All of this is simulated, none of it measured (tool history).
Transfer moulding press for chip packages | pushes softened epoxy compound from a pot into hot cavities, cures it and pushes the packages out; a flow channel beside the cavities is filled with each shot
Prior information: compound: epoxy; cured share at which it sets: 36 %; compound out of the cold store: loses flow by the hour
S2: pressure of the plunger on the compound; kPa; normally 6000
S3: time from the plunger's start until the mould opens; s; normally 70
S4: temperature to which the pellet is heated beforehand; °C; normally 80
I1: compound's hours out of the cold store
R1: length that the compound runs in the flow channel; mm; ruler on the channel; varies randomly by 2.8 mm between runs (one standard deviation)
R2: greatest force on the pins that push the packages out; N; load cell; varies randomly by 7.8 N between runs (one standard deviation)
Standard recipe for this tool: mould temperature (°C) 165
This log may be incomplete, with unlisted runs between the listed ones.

Run 1, day 0: usual settings; I1 26. Result: R1 807 mm, R2 344 N.
Run 2, day 1.3: usual settings; I1 15.1. Result: R1 834 mm, R2 347 N.
At day 1.858: cavities cleaned with cleaning compound and waxed.
Run 3, day 3.079: usual settings but mould temperature (°C) 157; I1 46.3. Result: R1 798 mm, R2 569 N.
Run 4, day 4.021: usual settings; I1 43.8. Result: R1 780 mm, R2 338 N.
At day 4.375: cavities cleaned with cleaning compound and waxed.
Run 5, day 5.7: usual settings but S4 85 °C; I1 33.4. Result: R1 803 mm, R2 336 N.
At day 6.796: cavities cleaned with cleaning compound and waxed.
Run 6, day 6.867: usual settings but S3 72 s; I1 27.4. Result: R1 809 mm, R2 309 N.
Run 7, day 7.758: usual settings but S2 4700 kPa, S3 72 s; I1 24.6. Result: R1 716 mm, R2 326 N.
At day 9.271: cavities cleaned with cleaning compound and waxed.
Run 8, day 9.567: usual settings but S2 4700 kPa, S3 72 s; I1 47.2. Result: R1 687 mm, R2 324 N.
Run 9, day 11.046: usual settings but S4 82 °C; I1 17. Result: R1 830 mm, R2 344 N.
At day 11.767: plunger's sealing rings changed.
At day 11.829: cavities cleaned with cleaning compound and waxed.
Run 10, day 12.254: usual settings but S4 82 °C; I1 24.2. Result: R1 814 mm, R2 332 N.
Run 11, day 13.196: usual settings but S2 4560 kPa; I1 20.4. Result: R1 720 mm, R2 343 N.
Run 12, day 14.079: usual settings but S2 4560 kPa, S3 56 s; I1 34.5. Result: R1 692 mm, R2 570 N.
At day 14.258: cavities cleaned with cleaning compound and waxed.
Run 13, day 15.183: usual settings but S2 4560 kPa, S3 56 s; I1 10.2. Result: R1 736 mm, R2 583 N.
Run 14, day 16.292: usual settings but S2 4560 kPa, S3 56 s; I1 46.8. Result: R1 676 mm, R2 523 N.
At day 16.742: cavities cleaned with cleaning compound and waxed.
Run 15, day 17.862: usual settings but S2 4860 kPa, S4 73 °C; I1 23.7. Result: R1 735 mm, R2 337 N.
Run 16, day 19.025: usual settings but mould temperature (°C) 167, S2 4860 kPa, S3 52 s, S4 73 °C; I1 37.9. Result: R1 708 mm, R2 595 N.
At day 19.167: cavities cleaned with cleaning compound and waxed.
At day 20.179: mould's thermocouples calibrated.
Run 17, day 20.9: usual settings but mould temperature (°C) 167, S2 4860 kPa, S3 52 s, S4 73 °C; I1 23.7. Result: R1 731 mm, R2 598 N.
At day 21.725: cavities cleaned with cleaning compound and waxed.
Run 18, day 22.704: usual settings but mould temperature (°C) 167, S2 4860 kPa, S3 52 s, S4 73 °C; I1 25.3. Result: R1 729 mm, R2 587 N.
At day 24.183: cavities cleaned with cleaning compound and waxed.
Run 19, day 24.183: usual settings but mould temperature (°C) 171, S2 5510 kPa, S3 52 s; I1 32.2. Result: R1 756 mm, R2 429 N.
Run 20, day 25.117: usual settings but mould temperature (°C) 171, S2 5510 kPa, S3 94 s, S4 85 °C; I1 44.3. Result: R1 732 mm, R2 273 N.
At day 26.625: cavities cleaned with cleaning compound and waxed.
Run 21, day 26.85: usual settings but mould temperature (°C) 172, S2 5540 kPa, S3 97 s, S4 88 °C; I1 44.1. Result: R1 730 mm, R2 265 N.
Run 22, day 27.608: usual settings but mould temperature (°C) 171, S3 52 s, S4 75 °C; I1 29.1. Result: R1 796 mm, R2 443 N.
At day 28.521: plunger's sealing rings changed.
Run 23, day 28.979: usual settings but mould temperature (°C) 171, S3 52 s, S4 75 °C; I1 18. Result: R1 813 mm, R2 464 N.
At day 29.188: cavities cleaned with cleaning compound and waxed.
Run 24, day 30.662: usual settings but mould temperature (°C) 171, S3 52 s, S4 85 °C; I1 35.7. Result: R1 782 mm, R2 453 N.
At day 31.6: cavities cleaned with cleaning compound and waxed.
Run 25, day 32.383: usual settings but mould temperature (°C) 171, S3 52 s, S4 85 °C; I1 23.8. Result: R1 803 mm, R2 423 N.
Run 26, day 33.1: usual settings but S2 5340 kPa, S4 76 °C; I1 13.9. Result: R1 786 mm, R2 348 N.
At day 34.096: cavities cleaned with cleaning compound and waxed.
Run 27, day 34.404: usual settings but mould temperature (°C) 157, S3 109 s; I1 43.3. Result: R1 804 mm, R2 282 N.

Consider 5 possible next runs. They are alternatives, not a sequence: every one starts from the tool as it was left by run 27. What does each give?
Run A, day 36.171: usual settings but mould temperature (°C) 157, S2 7410 kPa, S3 86 s, S4 88 °C; I1 41.9. Result: R1 ?, R2 ?.
Run B, day 36.171: usual settings but mould temperature (°C) 161, S4 87 °C; I1 34.9. Result: R1 ?, R2 ?.
Run C, day 36.171: usual settings but S2 5180 kPa, S3 74 s; I1 46. Result: R1 ?, R2 ?.
Run D, day 36.171: usual settings but mould temperature (°C) 171, S3 64 s, S4 81 °C; I1 20. Result: R1 ?, R2 ?.
Run E, day 36.171: usual settings but S3 55 s; I1 40.9. Result: R1 ?, R2 ?.

run   R1   R2
  A  894  363
  B  801  420
  C  720  308
  D  811  298
  E  785  545
Without the tool's unlogged condition, the same runs would have read:
run   R1   R2
  A  894  358
  B  801  415
  C  720  305
  D  811  295
  E  785  538

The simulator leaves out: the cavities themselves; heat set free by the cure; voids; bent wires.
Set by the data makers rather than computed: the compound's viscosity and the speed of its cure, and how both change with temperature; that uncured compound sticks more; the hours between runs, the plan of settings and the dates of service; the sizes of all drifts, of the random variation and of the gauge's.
